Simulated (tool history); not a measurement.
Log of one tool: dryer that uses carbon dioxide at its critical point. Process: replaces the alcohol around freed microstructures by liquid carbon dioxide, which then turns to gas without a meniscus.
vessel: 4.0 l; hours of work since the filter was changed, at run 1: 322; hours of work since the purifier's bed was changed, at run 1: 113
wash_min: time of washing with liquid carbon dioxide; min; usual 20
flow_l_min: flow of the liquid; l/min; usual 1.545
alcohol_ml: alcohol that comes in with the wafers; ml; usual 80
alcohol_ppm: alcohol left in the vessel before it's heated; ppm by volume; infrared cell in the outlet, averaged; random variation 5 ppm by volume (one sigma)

run,hour,wash_min,flow_l_min,alcohol_ml,hours of work since the filter was changed,hours of work since the purifier's bed was changed,alcohol_ppm
1,0,20,1.545,80,322,113,79
2,21.1,20,1.545,80,332,123,77
3,46.6,20,1.545,59,344,135,77
4,69.6,20,1.545,59,354,145,64
5,80.2,20,1.545,59,359,150,64
6,100.6,29,1.545,59,368,160,43
7,115.3,29,1.545,59,375,166,48
8,135,29,1.545,59,384,175,51
9,155.7,29,1.545,59,394,185,52
10,179.2,29,1.545,59,404,196,49
11,193.6,29,1.12,59,411,202,72

Run 12 comes next. What will it give?
12,207.7,30,1.55,80,418,209,?

Run 12 gave alcohol_ppm 53 ppm by volume.
Without the tool's hidden state the same run would have given alcohol_ppm 5 ppm by volume.
